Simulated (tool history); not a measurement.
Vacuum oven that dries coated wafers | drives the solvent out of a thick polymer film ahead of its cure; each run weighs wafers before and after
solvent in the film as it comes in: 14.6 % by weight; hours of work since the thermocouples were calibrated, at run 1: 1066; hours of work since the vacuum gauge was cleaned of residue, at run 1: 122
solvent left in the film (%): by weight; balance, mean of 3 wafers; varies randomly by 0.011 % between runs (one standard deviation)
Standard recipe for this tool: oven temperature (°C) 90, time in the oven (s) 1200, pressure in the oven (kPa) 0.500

run,hour,oven temperature (°C),time in the oven (s),pressure in the oven (kPa),hours of work since the thermocouples were calibrated,hours of work since the vacuum gauge was cleaned of residue,solvent left in the film (%)
1,0.0,90,1200,0.500,1066,122,1.43
2,20.5,90,1200,0.500,1081,137,1.44
3,34.8,90,1200,0.500,1092,147,1.45
4,63.2,90,1200,0.500,1112,168,1.45
5,96.1,90,1200,0.500,1136,192,1.44
6,116.4,90,1200,0.500,1151,207,1.45
7,138.8,90,1200,0.500,1168,223,1.44
8,172.2,90,1200,0.500,1192,248,1.45
9,190.3,90,1200,1.873,1205,261,2.61
10,221.6,90,1200,1.873,1228,284,2.60
11,246.8,90,1200,1.463,1247,302,2.27
12,262.8,90,1200,1.463,1258,314,2.27
13,295.6,90,1200,1.463,1282,338,2.29
14,328.3,90,1200,0.500,1306,362,1.43
15,351.5,90,1200,0.500,1323,379,1.44
16,376.3,90,1320,0.500,1341,397,1.23
17,391.0,90,1200,1.178,1352,408,2.02
18,412.6,90,1200,1.178,1368,424,2.03
19,434.2,90,1740,0.500,1384,440,0.77
20,459.3,90,1740,0.500,1402,458,0.78
21,473.8,90,1740,0.500,1413,469,0.79
22,493.3,90,1740,0.500,1427,483,0.81
23,519.6,90,1740,1.330,1446,502,1.53
24,543.2,92,1740,1.330,1463,519,1.31
25,566.5,86,2100,0.500,1480,536,0.95
26,583.5,86,2100,0.500,1493,549,0.97
# hour 602.7: oven's thermocouples calibrated
27,602.7,89,1980,0.492,0,561,0.74
28,636.5,93,1200,1.432,25,586,1.75
29,670.0,90,720,0.676,49,611,3.20
30,697.3,90,720,0.676,69,630,3.23
31,718.7,93,1260,1.761,85,646,1.90
32,735.7,93,1260,1.761,97,659,1.90
33,751.5,93,1260,1.761,109,670,1.91
34,784.1,93,1260,1.761,133,694,1.90
35,808.5,93,1260,1.761,150,712,1.91
36,833.7,94,1860,1.321,169,730,1.13
37,867.6,84,720,0.276,194,755,4.60
38,897.8,83,1200,1.407,216,777,3.91
39,912.2,100,720,0.709,226,788,1.19
40,942.8,100,720,0.709,249,810,1.18
41,965.8,85,960,1.228,266,827,3.96
42,991.9,90,1920,0.500,285,846,0.68
43,1018.5,91,1440,0.949,304,865,1.32
44,1046.4,78,1380,0.346,324,886,3.71
45,1076.9,99,1200,0.500,347,908,0.47
46,1108.3,90,1200,0.565,370,931,1.50
47,1141.5,90,1200,0.565,394,955,1.50

What differs in the tool's unlogged condition from the final listed run ahead of each entry between runs to the first listed run following it?
In the gap between runs 26 and 27: oven's thermocouples calibrated (hour 602.7)
  true wafer temperature over the reading, C: 0.02 -> 0

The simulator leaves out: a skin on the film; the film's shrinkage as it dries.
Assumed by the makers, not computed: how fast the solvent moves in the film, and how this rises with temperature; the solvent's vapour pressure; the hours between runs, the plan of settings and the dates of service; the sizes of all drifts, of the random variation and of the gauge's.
